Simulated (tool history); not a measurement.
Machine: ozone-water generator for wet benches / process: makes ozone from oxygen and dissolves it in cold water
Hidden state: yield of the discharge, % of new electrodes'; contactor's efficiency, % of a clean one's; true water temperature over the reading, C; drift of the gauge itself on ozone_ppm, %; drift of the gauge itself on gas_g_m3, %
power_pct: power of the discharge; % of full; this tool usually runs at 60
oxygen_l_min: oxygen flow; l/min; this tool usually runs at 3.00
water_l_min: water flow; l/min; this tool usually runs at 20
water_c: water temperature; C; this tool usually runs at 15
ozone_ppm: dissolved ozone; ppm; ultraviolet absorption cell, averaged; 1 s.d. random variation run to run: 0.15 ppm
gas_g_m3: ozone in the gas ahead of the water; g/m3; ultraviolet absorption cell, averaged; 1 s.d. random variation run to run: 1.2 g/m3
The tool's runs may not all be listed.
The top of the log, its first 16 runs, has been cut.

| run | day | power_pct | oxygen_l_min | water_l_min | water_c | hours of work since the electrodes were changed | hours of work since the contactor was cleaned | hours of work since the thermometer was calibrated | ozone_ppm | gas_g_m3 |
|---|---|---|---|---|---|---|---|---|---|---|
| 17 | 28.717 | 60 | 3.00 | 20 | 15 | 1516 | 4145 | 2311 | 17.5 | 216.5 |
| 18 | 29.908 | 42 | 1.73 | 20 | 15 | 1538 | 4167 | 2333 | 10.6 | 202.0 |
| 19 | 31.379 | 60 | 3.18 | 20 | 16 | 1566 | 4194 | 2360 | 17.3 | 212.7 |
| 20 | 33.796 | 60 | 3.18 | 20 | 16 | 1611 | 4240 | 2406 | 17.4 | 212.2 |
| 21 | 35.625 | 60 | 3.18 | 20 | 12 | 1645 | 4274 | 2440 | 18.0 | 209.1 |
| 22 | 37.279 | 60 | 3.18 | 20 | 12 | 1676 | 4305 | 2471 | 17.8 | 211.8 |
| 23 | 38.392 | 60 | 3.18 | 20 | 12 | 1697 | 4325 | 2491 | 17.7 | 211.1 |
| 24 | 40.025 | 60 | 3.18 | 20 | 12 | 1727 | 4356 | 2522 | 18.0 | 211.7 |
| 25 | 42.162 | 60 | 3.18 | 20 | 12 | 1767 | 4396 | 2562 | 17.8 | 209.9 |
| 26 | 44.567 | 60 | 3.18 | 20 | 12 | 1812 | 4441 | 2607 | 18.0 | 211.7 |
| 27 | 46.250 | 94 | 3.18 | 32 | 12 | 1843 | 4472 | 2638 | 16.8 | 301.3 |
| 28 | 47.904 | 70 | 1.65 | 15 | 10 | 1874 | 4503 | 2669 | 21.2 | 311.8 |
| 29 | 50.150 | 70 | 1.65 | 15 | 10 | 1916 | 4545 | 2711 | 21.1 | 310.2 |
| 30 | 51.596 | 60 | 3.00 | 20 | 12 | 1943 | 4572 | 2738 | 17.5 | 216.5 |
| 31 | 53.196 | 41 | 1.53 | 20 | 11 | 1973 | 4602 | 2768 | 9.8 | 207.9 |
| 32 | 54.258 | 41 | 1.53 | 20 | 11 | 1993 | 4622 | 2788 | 10.2 | 208.3 |
| 33 | 55.250 | 60 | 3.00 | 17 | 16 | 2011 | 4640 | 2806 | 19.1 | 214.6 |

Consider 3 possible next runs. They are alternatives, not a sequence: every one starts from the tool as it was left by run 33. What does each give?
| A | 57.379 | 55 | 3.00 | 20 | 15 | 2051 | 4680 | 2846 | ? | ? |
| B | 57.379 | 60 | 3.00 | 22 | 16 | 2051 | 4680 | 2846 | ? | ? |
| C | 57.379 | 60 | 3.00 | 20 | 7 | 2051 | 4680 | 2846 | ? | ? |

| run | ozone_ppm | gas_g_m3 |
|---|---|---|
| A | 15.9 | 199.8 |
| B | 15.3 | 213.8 |
| C | 18.3 | 215.8 |
Without the tool's unlogged condition, the same runs would have read:
| run | ozone_ppm | gas_g_m3 |
|---|---|---|
| A | 16.7 | 205.9 |
| B | 16.2 | 220.9 |
| C | 19.3 | 222.9 |
